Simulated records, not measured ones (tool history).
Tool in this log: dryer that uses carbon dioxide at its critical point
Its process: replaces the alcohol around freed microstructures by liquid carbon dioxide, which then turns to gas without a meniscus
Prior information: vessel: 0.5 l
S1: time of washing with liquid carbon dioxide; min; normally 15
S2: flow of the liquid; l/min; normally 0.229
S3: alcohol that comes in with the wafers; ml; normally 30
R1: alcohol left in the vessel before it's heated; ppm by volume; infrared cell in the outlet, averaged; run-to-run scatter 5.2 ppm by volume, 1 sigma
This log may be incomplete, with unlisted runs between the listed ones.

{"run": 1, "hour": 0.0, "S1": 15, "S2": 0.229, "S3": 30, "R1": 203}
{"run": 2, "hour": 17.2, "S1": 15, "S2": 0.229, "S3": 30, "R1": 213}
{"run": 3, "hour": 27.0, "S1": 15, "S2": 0.229, "S3": 30, "R1": 207}
{"run": 4, "hour": 36.5, "S1": 15, "S2": 0.229, "S3": 30, "R1": 213}
{"run": 5, "hour": 44.9, "S1": 15, "S2": 0.229, "S3": 30, "R1": 223}
{"run": 6, "hour": 61.3, "S1": 15, "S2": 0.229, "S3": 30, "R1": 224}
{"run": 7, "hour": 76.5, "S1": 15, "S2": 0.235, "S3": 30, "R1": 210}
{"run": 8, "hour": 91.8, "S1": 15, "S2": 0.235, "S3": 30, "R1": 229}
{"run": 9, "hour": 101.6, "S1": 15, "S2": 0.235, "S3": 30, "R1": 233}
{"run": 10, "hour": 115.5, "S1": 15, "S2": 0.229, "S3": 30, "R1": 257}
{"run": 11, "hour": 131.6, "S1": 22, "S2": 0.386, "S3": 33, "R1": 131}
{"run": 12, "hour": 146.3, "S1": 22, "S2": 0.386, "S3": 33, "R1": 138}
{"run": 13, "hour": 155.2, "S1": 15, "S2": 0.229, "S3": 24, "R1": 240}
{"run": 14, "hour": 163.2, "S1": 15, "S2": 0.229, "S3": 69, "R1": 454}

Run 15, settings as shown, results not yet in. Your forecast:
{"run": 15, "hour": 175.7, "S1": 12, "S2": 0.356, "S3": 44, "R1": "?"}

R1: 181 ppm by volume
With no hidden state in the tool, this same run would have given R1 24 ppm by volume.
